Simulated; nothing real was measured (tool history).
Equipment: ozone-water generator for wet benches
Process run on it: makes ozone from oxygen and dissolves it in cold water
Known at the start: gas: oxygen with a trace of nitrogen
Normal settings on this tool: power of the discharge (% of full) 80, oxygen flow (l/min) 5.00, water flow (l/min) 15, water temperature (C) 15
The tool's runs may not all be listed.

run,hour,power of the discharge (% of full),oxygen flow (l/min),water flow (l/min),water temperature (C),dissolved ozone (ppm),ozone in the gas ahead of the water (g/m3)
1,0.0,80,5.00,15,15,18.6,154.7
2,36.8,80,5.00,15,15,18.5,152.8
3,69.7,80,5.00,15,11,19.6,151.1
4,101.0,80,5.00,15,11,19.4,153.2
5,140.0,80,5.00,15,15,18.6,152.3
6,170.3,80,5.00,15,15,18.4,154.3
7,195.9,80,5.00,15,15,18.6,150.8
8,248.0,80,4.08,15,15,17.9,162.5
9,298.3,80,4.08,15,15,17.9,163.7
10,338.0,52,8.90,21,11,13.3,97.0
# hour 344.9: contactor cleaned
11,391.9,80,5.00,11,9,24.7,151.9
12,433.9,48,5.00,15,15,13.4,112.9
13,464.8,52,5.00,14,21,13.4,116.5
14,497.8,48,3.75,21,15,9.7,122.7

Each row is a separate what-if for the run after 14, all from the same tool condition, not one after another. Results?
# hour 525.3: contactor cleaned, once more
A,545.9,48,2.51,21,18,?,?
# hour 525.3: contactor cleaned, once more
B,545.9,47,7.64,21,15,?,?
# hour 525.3: contactor cleaned, once more
C,545.9,42,5.00,18,12,?,?

run,dissolved ozone (ppm),ozone in the gas ahead of the water (g/m3)
A,8.4,141.5
B,11.5,95.3
C,11.5,102.0
The same runs, with their run-to-run variation unchanged, on a tool lacking any hidden condition would have given:
run,dissolved ozone (ppm),ozone in the gas ahead of the water (g/m3)
A,8.5,142.5
B,11.8,96.0
C,11.7,102.6
